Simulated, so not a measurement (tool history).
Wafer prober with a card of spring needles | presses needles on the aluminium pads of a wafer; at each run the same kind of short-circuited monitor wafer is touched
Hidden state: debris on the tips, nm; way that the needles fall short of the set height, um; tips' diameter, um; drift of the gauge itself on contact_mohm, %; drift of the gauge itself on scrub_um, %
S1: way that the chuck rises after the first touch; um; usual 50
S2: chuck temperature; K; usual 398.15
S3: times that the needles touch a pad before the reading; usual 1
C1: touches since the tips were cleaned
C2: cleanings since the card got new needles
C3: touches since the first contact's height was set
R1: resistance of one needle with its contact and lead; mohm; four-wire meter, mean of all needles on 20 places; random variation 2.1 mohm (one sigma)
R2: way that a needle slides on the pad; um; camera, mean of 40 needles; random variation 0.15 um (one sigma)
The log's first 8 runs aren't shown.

run	hour	S1	S2	S3	C1	C2	C3	R1	R2
9	53.8	50	303.15	1	3640	31	185895	1024	12.53
# hour 57.4: tips cleaned on abrasive film, once more
10	63.2	50	303.15	1	2914	32	190580	960	12.62
# hour 67.9: tips cleaned on abrasive film
11	70.3	50	398.15	1	1213	33	194097	654	12.34
12	77.6	50	398.15	1	4870	33	197754	1007	12.57
# hour 78.4: tips cleaned on abrasive film
13	85.3	50	398.15	1	3435	34	201529	953	12.38
# hour 89.1: tips cleaned on abrasive film
14	93	50	398.15	1	1961	35	205372	781	12.24
# hour 99.9: tips cleaned on abrasive film
15	102.8	50	398.15	1	1448	36	210241	658	12.09
16	108.5	50	398.15	1	4276	36	213069	976	12.34
# hour 110.2: tips cleaned on abrasive film
17	116.6	50	340.15	1	3224	37	217103	986	12.13
# hour 120.5: tips cleaned on abrasive film
18	122.6	50	368.15	1	1063	38	220050	604	12.31
# hour 130.9: tips cleaned on abrasive film
19	131.7	56	325.15	3	430	39	224585	283	13.87
# hour 141.2: tips cleaned on abrasive film
20	142.9	50	304.15	1	858	40	230139	620	12.35
# hour 144.5: height of the first contact set anew
21	150.4	50	310.15	2	4479	40	2961	641	13.73
# hour 152: tips cleaned on abrasive film
22	159	48	339.15	2	3550	41	7253	641	13.27
# hour 162.2: tips cleaned on abrasive film
23	170.6	64	360.15	2	4184	42	12991	464	17.79
# hour 172.5: tips cleaned on abrasive film
24	176.9	64	360.15	2	2224	43	16126	422	17.64
# hour 183.4: tips cleaned on abrasive film
25	184.7	50	398.15	1	652	44	19980	452	14
26	191.7	34	372.15	1	4165	44	23493	1609	9.33
# hour 193.8: tips cleaned on abrasive film
27	201.5	34	311.15	1	3865	45	28353	1703	9.29
# hour 204.6: tips cleaned on abrasive film
28	206.8	34	311.15	1	1096	46	30945	1011	9.22
# hour 215.3: tips cleaned on abrasive film
29	218.2	48	330.15	1	1447	47	36612	660	13.17
30	224.6	48	330.15	1	4664	47	39829	999	13.42
# hour 225.5: tips cleaned on abrasive film
31	231.5	52	398.15	3	2979	48	43235	413	14.37
# hour 236.1: tips cleaned on abrasive film
32	242.9	31	309.15	2	3426	49	48938	1341	8.47
# hour 246.5: tips cleaned on abrasive film
33	252.3	50	307.15	1	2918	50	53580	860	13.52

3 ways to go on from here, each from the tool as it stands after run 33. What would each give?
# hour 257: tips cleaned on abrasive film
A	262	50	307.15	3	2518	51	58402	?	?
# hour 257: tips cleaned on abrasive film
B	262	60	334.15	1	2518	51	58402	?	?
# hour 257: tips cleaned on abrasive film
C	262	59	310.15	1	2518	51	58402	?	?

run	R1	R2
A	434	13.48
B	622	16.42
C	643	16.32
Without the tool's hidden state the same runs would have given:
run	R1	R2
A	210	13.81
B	212	16.75
C	205	16.66

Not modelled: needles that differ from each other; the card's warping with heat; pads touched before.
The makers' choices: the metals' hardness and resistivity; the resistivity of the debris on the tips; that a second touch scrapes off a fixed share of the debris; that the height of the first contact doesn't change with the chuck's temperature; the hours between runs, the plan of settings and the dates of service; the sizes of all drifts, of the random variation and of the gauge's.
